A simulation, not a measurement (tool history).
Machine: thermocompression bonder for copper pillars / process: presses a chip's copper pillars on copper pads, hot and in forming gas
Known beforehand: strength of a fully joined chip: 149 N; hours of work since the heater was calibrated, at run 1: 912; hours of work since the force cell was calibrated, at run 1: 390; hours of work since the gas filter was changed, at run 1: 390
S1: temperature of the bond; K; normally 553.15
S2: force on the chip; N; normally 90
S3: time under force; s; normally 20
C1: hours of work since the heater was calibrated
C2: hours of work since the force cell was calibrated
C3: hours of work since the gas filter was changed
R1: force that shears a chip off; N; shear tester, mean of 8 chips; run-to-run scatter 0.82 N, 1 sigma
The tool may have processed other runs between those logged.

{"run": 1, "hour": 0.0, "S1": 553.15, "S2": 90, "S3": 20, "C1": 912, "C2": 390, "C3": 390, "R1": 56.6}
{"hour": 41.2, "done": "forming gas filter changed"}
{"run": 2, "hour": 41.6, "S1": 525.15, "S2": 90, "S3": 20, "C1": 943, "C2": 421, "C3": 0, "R1": 35.7}
{"run": 3, "hour": 62.1, "S1": 553.15, "S2": 90, "S3": 38, "C1": 958, "C2": 436, "C3": 16, "R1": 75.2}
{"run": 4, "hour": 92.3, "S1": 553.15, "S2": 90, "S3": 18, "C1": 981, "C2": 459, "C3": 39, "R1": 55.8}
{"run": 5, "hour": 117.5, "S1": 553.15, "S2": 90, "S3": 18, "C1": 1000, "C2": 478, "C3": 58, "R1": 56.2}
{"run": 6, "hour": 155.9, "S1": 553.15, "S2": 59, "S3": 20, "C1": 1029, "C2": 507, "C3": 87, "R1": 43.3}
{"run": 7, "hour": 201.4, "S1": 553.15, "S2": 59, "S3": 20, "C1": 1064, "C2": 542, "C3": 121, "R1": 41.8}
{"run": 8, "hour": 236.3, "S1": 553.15, "S2": 59, "S3": 20, "C1": 1090, "C2": 568, "C3": 147, "R1": 42.2}
{"run": 9, "hour": 275.0, "S1": 553.15, "S2": 90, "S3": 20, "C1": 1119, "C2": 597, "C3": 177, "R1": 57.4}
{"run": 10, "hour": 319.4, "S1": 553.15, "S2": 75, "S3": 20, "C1": 1153, "C2": 631, "C3": 210, "R1": 49.5}
{"run": 11, "hour": 351.5, "S1": 553.15, "S2": 90, "S3": 20, "C1": 1177, "C2": 655, "C3": 235, "R1": 57}
{"hour": 364.6, "done": "heater calibrated with a thermocouple chip"}
{"run": 12, "hour": 372.6, "S1": 553.15, "S2": 90, "S3": 20, "C1": 6, "C2": 670, "C3": 249, "R1": 63.4}
{"run": 13, "hour": 416.9, "S1": 553.15, "S2": 90, "S3": 20, "C1": 40, "C2": 703, "C3": 282, "R1": 63.1}
{"run": 14, "hour": 452.0, "S1": 553.15, "S2": 90, "S3": 20, "C1": 66, "C2": 730, "C3": 309, "R1": 62}
{"run": 15, "hour": 472.9, "S1": 553.15, "S2": 90, "S3": 25, "C1": 82, "C2": 745, "C3": 325, "R1": 65.9}
{"run": 16, "hour": 516.3, "S1": 565.15, "S2": 90, "S3": 20, "C1": 115, "C2": 778, "C3": 358, "R1": 73.6}
{"run": 17, "hour": 552.2, "S1": 565.15, "S2": 90, "S3": 20, "C1": 142, "C2": 805, "C3": 385, "R1": 71.8}
{"run": 18, "hour": 580.7, "S1": 565.15, "S2": 90, "S3": 20, "C1": 163, "C2": 827, "C3": 406, "R1": 73.8}
{"hour": 600.4, "done": "forming gas filter changed"}
{"run": 19, "hour": 600.4, "S1": 565.15, "S2": 90, "S3": 20, "C1": 178, "C2": 841, "C3": 0, "R1": 76.5}
{"run": 20, "hour": 644.4, "S1": 565.15, "S2": 90, "S3": 20, "C1": 211, "C2": 875, "C3": 33, "R1": 75.3}
{"run": 21, "hour": 673.9, "S1": 529.15, "S2": 90, "S3": 20, "C1": 233, "C2": 897, "C3": 56, "R1": 41.5}
{"run": 22, "hour": 710.6, "S1": 529.15, "S2": 90, "S3": 20, "C1": 261, "C2": 925, "C3": 83, "R1": 42}
{"run": 23, "hour": 750.5, "S1": 529.15, "S2": 90, "S3": 20, "C1": 291, "C2": 955, "C3": 113, "R1": 40.2}
{"run": 24, "hour": 787.8, "S1": 569.15, "S2": 79, "S3": 20, "C1": 320, "C2": 983, "C3": 142, "R1": 71.3}
{"run": 25, "hour": 818.9, "S1": 528.15, "S2": 90, "S3": 39, "C1": 343, "C2": 1007, "C3": 165, "R1": 52.9}
{"run": 26, "hour": 853.6, "S1": 531.15, "S2": 70, "S3": 45, "C1": 369, "C2": 1033, "C3": 191, "R1": 49.5}
{"run": 27, "hour": 894.1, "S1": 531.15, "S2": 70, "S3": 45, "C1": 400, "C2": 1064, "C3": 222, "R1": 47.6}
{"run": 28, "hour": 923.4, "S1": 544.15, "S2": 90, "S3": 23, "C1": 422, "C2": 1086, "C3": 244, "R1": 54.9}
{"run": 29, "hour": 945.2, "S1": 544.15, "S2": 90, "S3": 23, "C1": 439, "C2": 1102, "C3": 261, "R1": 55.1}
{"run": 30, "hour": 975.6, "S1": 544.15, "S2": 90, "S3": 41, "C1": 462, "C2": 1125, "C3": 284, "R1": 68.8}
{"run": 31, "hour": 1011.6, "S1": 580.15, "S2": 111, "S3": 10, "C1": 489, "C2": 1152, "C3": 311, "R1": 78.7}
{"run": 32, "hour": 1036.1, "S1": 536.15, "S2": 63, "S3": 27, "C1": 507, "C2": 1171, "C3": 329, "R1": 38.9}
{"run": 33, "hour": 1076.1, "S1": 557.15, "S2": 101, "S3": 15, "C1": 538, "C2": 1201, "C3": 360, "R1": 60.4}
{"run": 34, "hour": 1120.2, "S1": 557.15, "S2": 101, "S3": 15, "C1": 571, "C2": 1234, "C3": 393, "R1": 59.5}
{"hour": 1156.4, "done": "forming gas filter changed"}
{"run": 35, "hour": 1157.5, "S1": 582.15, "S2": 58, "S3": 50, "C1": 599, "C2": 1262, "C3": 1, "R1": 95.2}
{"run": 36, "hour": 1198.2, "S1": 568.15, "S2": 61, "S3": 12, "C1": 629, "C2": 1293, "C3": 32, "R1": 49.1}
{"run": 37, "hour": 1219.9, "S1": 568.15, "S2": 61, "S3": 12, "C1": 646, "C2": 1309, "C3": 48, "R1": 48.3}
{"run": 38, "hour": 1265.0, "S1": 568.15, "S2": 61, "S3": 12, "C1": 680, "C2": 1344, "C3": 82, "R1": 48.8}
{"run": 39, "hour": 1308.3, "S1": 581.15, "S2": 61, "S3": 30, "C1": 713, "C2": 1376, "C3": 115, "R1": 80.9}

Results for each run, recomputed without the tool's hidden state and with each run's random variation untouched:
What the log doesn't record here: true temperature of the bond over the reading, C; force that reaches the chip, % of what is set; oxide that the forming gas leaves, % of the face; drift of the gauge itself on shear_n, %.
run=1 R1=64.6
run=2 R1=40.2
run=3 R1=82
run=4 R1=62
run=5 R1=62.5
run=6 R1=48.9
run=7 R1=47.6
run=8 R1=48.3
run=9 R1=65.5
run=10 R1=57.1
run=11 R1=65.8
run=12 R1=65.2
run=13 R1=65.4
run=14 R1=64.5
run=15 R1=68.9
run=16 R1=77.4
run=17 R1=75.9
run=18 R1=78.3
run=19 R1=78.1
run=20 R1=77.3
run=21 R1=43
run=22 R1=43.8
run=23 R1=42.3
run=24 R1=74.9
run=25 R1=56.2
run=26 R1=52.8
run=27 R1=51.3
run=28 R1=59.3
run=29 R1=59.7
run=30 R1=74.4
run=31 R1=85.1
run=32 R1=43
run=33 R1=66.5
run=34 R1=66.1
run=35 R1=99.7
run=36 R1=52.8
run=37 R1=52.2
run=38 R1=53.2
run=39 R1=87.2
